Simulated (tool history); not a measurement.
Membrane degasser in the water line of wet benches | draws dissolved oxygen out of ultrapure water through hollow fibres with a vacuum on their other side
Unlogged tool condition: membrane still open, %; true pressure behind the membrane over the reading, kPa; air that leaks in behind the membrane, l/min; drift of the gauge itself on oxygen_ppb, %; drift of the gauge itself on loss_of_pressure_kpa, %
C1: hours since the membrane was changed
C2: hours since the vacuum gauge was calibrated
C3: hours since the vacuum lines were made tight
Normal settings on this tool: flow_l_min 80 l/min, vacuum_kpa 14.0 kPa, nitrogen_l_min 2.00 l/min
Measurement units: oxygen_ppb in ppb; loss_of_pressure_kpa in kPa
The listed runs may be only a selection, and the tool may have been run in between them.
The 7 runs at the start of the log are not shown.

{"run": 8, "day": 61.879, "flow_l_min": 80, "vacuum_kpa": 9.8, "nitrogen_l_min": 2.0, "C1": 8098, "C2": 3940, "C3": 2570, "oxygen_ppb": 503.8, "loss_of_pressure_kpa": 69.48}
{"run": 9, "day": 74.129, "flow_l_min": 80, "vacuum_kpa": 14.0, "nitrogen_l_min": 2.0, "C1": 8392, "C2": 4234, "C3": 2864, "oxygen_ppb": 811.4, "loss_of_pressure_kpa": 70.08}
{"run": 10, "day": 85.688, "flow_l_min": 80, "vacuum_kpa": 14.0, "nitrogen_l_min": 2.0, "C1": 8670, "C2": 4512, "C3": 3141, "oxygen_ppb": 810.4, "loss_of_pressure_kpa": 70.3}
{"run": 11, "day": 91.421, "flow_l_min": 64, "vacuum_kpa": 14.0, "nitrogen_l_min": 2.0, "C1": 8807, "C2": 4649, "C3": 3279, "oxygen_ppb": 669.7, "loss_of_pressure_kpa": 55.74}
{"run": 12, "day": 99.538, "flow_l_min": 80, "vacuum_kpa": 14.0, "nitrogen_l_min": 2.0, "C1": 9002, "C2": 4844, "C3": 3474, "oxygen_ppb": 807.2, "loss_of_pressure_kpa": 70.02}
{"run": 13, "day": 108.679, "flow_l_min": 80, "vacuum_kpa": 14.0, "nitrogen_l_min": 2.0, "C1": 9221, "C2": 5064, "C3": 3693, "oxygen_ppb": 805.9, "loss_of_pressure_kpa": 70.27}
{"run": 14, "day": 119.333, "flow_l_min": 80, "vacuum_kpa": 14.0, "nitrogen_l_min": 2.23, "C1": 9477, "C2": 5319, "C3": 3949, "oxygen_ppb": 745.2, "loss_of_pressure_kpa": 69.89}
{"run": 15, "day": 126.638, "flow_l_min": 55, "vacuum_kpa": 14.0, "nitrogen_l_min": 2.0, "C1": 9652, "C2": 5495, "C3": 4124, "oxygen_ppb": 596.3, "loss_of_pressure_kpa": 48.1}
{"run": 16, "day": 136.779, "flow_l_min": 55, "vacuum_kpa": 14.0, "nitrogen_l_min": 2.0, "C1": 9896, "C2": 5738, "C3": 4368, "oxygen_ppb": 598.0, "loss_of_pressure_kpa": 48.3}
{"day": 141.133, "done": "seals of the vacuum lines changed"}
{"run": 17, "day": 146.233, "flow_l_min": 55, "vacuum_kpa": 14.0, "nitrogen_l_min": 2.0, "C1": 10121, "C2": 5963, "C3": 122, "oxygen_ppb": 595.4, "loss_of_pressure_kpa": 48.04}
{"run": 18, "day": 157.904, "flow_l_min": 80, "vacuum_kpa": 14.0, "nitrogen_l_min": 1.35, "C1": 10401, "C2": 6243, "C3": 403, "oxygen_ppb": 1055.5, "loss_of_pressure_kpa": 70.29}
{"run": 19, "day": 167.562, "flow_l_min": 80, "vacuum_kpa": 14.0, "nitrogen_l_min": 1.35, "C1": 10633, "C2": 6475, "C3": 634, "oxygen_ppb": 1089.3, "loss_of_pressure_kpa": 69.84}
{"run": 20, "day": 177.896, "flow_l_min": 80, "vacuum_kpa": 14.0, "nitrogen_l_min": 1.35, "C1": 10881, "C2": 6723, "C3": 882, "oxygen_ppb": 1062.5, "loss_of_pressure_kpa": 70.13}
{"run": 21, "day": 184.042, "flow_l_min": 80, "vacuum_kpa": 14.0, "nitrogen_l_min": 1.35, "C1": 11028, "C2": 6870, "C3": 1030, "oxygen_ppb": 1060.9, "loss_of_pressure_kpa": 70.05}
{"run": 22, "day": 194.729, "flow_l_min": 76, "vacuum_kpa": 9.1, "nitrogen_l_min": 4.26, "C1": 11285, "C2": 7127, "C3": 1286, "oxygen_ppb": 236.1, "loss_of_pressure_kpa": 66.54}
{"run": 23, "day": 201.954, "flow_l_min": 76, "vacuum_kpa": 9.1, "nitrogen_l_min": 4.26, "C1": 11458, "C2": 7300, "C3": 1460, "oxygen_ppb": 239.2, "loss_of_pressure_kpa": 66.94}
{"run": 24, "day": 212.929, "flow_l_min": 76, "vacuum_kpa": 9.1, "nitrogen_l_min": 4.26, "C1": 11721, "C2": 7564, "C3": 1723, "oxygen_ppb": 238.6, "loss_of_pressure_kpa": 66.91}
{"run": 25, "day": 218.421, "flow_l_min": 76, "vacuum_kpa": 9.1, "nitrogen_l_min": 4.26, "C1": 11853, "C2": 7695, "C3": 1855, "oxygen_ppb": 238.7, "loss_of_pressure_kpa": 66.81}
{"run": 26, "day": 224.908, "flow_l_min": 80, "vacuum_kpa": 21.5, "nitrogen_l_min": 3.82, "C1": 12009, "C2": 7851, "C3": 2011, "oxygen_ppb": 790.1, "loss_of_pressure_kpa": 70.23}
{"run": 27, "day": 233.0, "flow_l_min": 80, "vacuum_kpa": 21.5, "nitrogen_l_min": 3.82, "C1": 12203, "C2": 8045, "C3": 2205, "oxygen_ppb": 787.6, "loss_of_pressure_kpa": 70.64}
{"day": 237.879, "done": "vacuum gauge calibrated"}
{"run": 28, "day": 245.692, "flow_l_min": 60, "vacuum_kpa": 12.7, "nitrogen_l_min": 2.0, "C1": 12507, "C2": 188, "C3": 2509, "oxygen_ppb": 566.3, "loss_of_pressure_kpa": 52.62}
{"day": 250.683, "done": "membrane cartridge changed"}
{"run": 29, "day": 252.017, "flow_l_min": 74, "vacuum_kpa": 20.1, "nitrogen_l_min": 4.88, "C1": 32, "C2": 335, "C3": 2657, "oxygen_ppb": 560.2, "loss_of_pressure_kpa": 65.02}
{"run": 30, "day": 262.983, "flow_l_min": 80, "vacuum_kpa": 14.0, "nitrogen_l_min": 4.73, "C1": 295, "C2": 599, "C3": 2920, "oxygen_ppb": 405.9, "loss_of_pressure_kpa": 70.46}
{"run": 31, "day": 271.933, "flow_l_min": 93, "vacuum_kpa": 33.5, "nitrogen_l_min": 4.15, "C1": 510, "C2": 813, "C3": 3135, "oxygen_ppb": 1270.6, "loss_of_pressure_kpa": 81.06}

Each row is a separate what-if for the run after 31, all from the same tool condition, not one after another. Results?
{"run": "A", "day": 282.988, "flow_l_min": 80, "vacuum_kpa": 12.2, "nitrogen_l_min": 4.96, "C1": 775, "C2": 1079, "C3": 3400, "oxygen_ppb": "?", "loss_of_pressure_kpa": "?"}
{"run": "B", "day": 282.988, "flow_l_min": 123, "vacuum_kpa": 18.3, "nitrogen_l_min": 2.55, "C1": 775, "C2": 1079, "C3": 3400, "oxygen_ppb": "?", "loss_of_pressure_kpa": "?"}
{"run": "C", "day": 282.988, "flow_l_min": 93, "vacuum_kpa": 20.3, "nitrogen_l_min": 0.81, "C1": 775, "C2": 1079, "C3": 3400, "oxygen_ppb": "?", "loss_of_pressure_kpa": "?"}
{"run": "D", "day": 282.988, "flow_l_min": 122, "vacuum_kpa": 24.1, "nitrogen_l_min": 1.15, "C1": 775, "C2": 1079, "C3": 3400, "oxygen_ppb": "?", "loss_of_pressure_kpa": "?"}

run=A oxygen_ppb=327.8 loss_of_pressure_kpa=69.98
run=B oxygen_ppb=1272.1 loss_of_pressure_kpa=106.97
run=C oxygen_ppb=2352.8 loss_of_pressure_kpa=81.48
run=D oxygen_ppb=2619.6 loss_of_pressure_kpa=106.23
With no hidden state in the tool, these same runs would have given:
run=A oxygen_ppb=327.7 loss_of_pressure_kpa=69.97
run=B oxygen_ppb=1272.0 loss_of_pressure_kpa=106.95
run=C oxygen_ppb=2352.8 loss_of_pressure_kpa=81.46
run=D oxygen_ppb=2619.6 loss_of_pressure_kpa=106.22
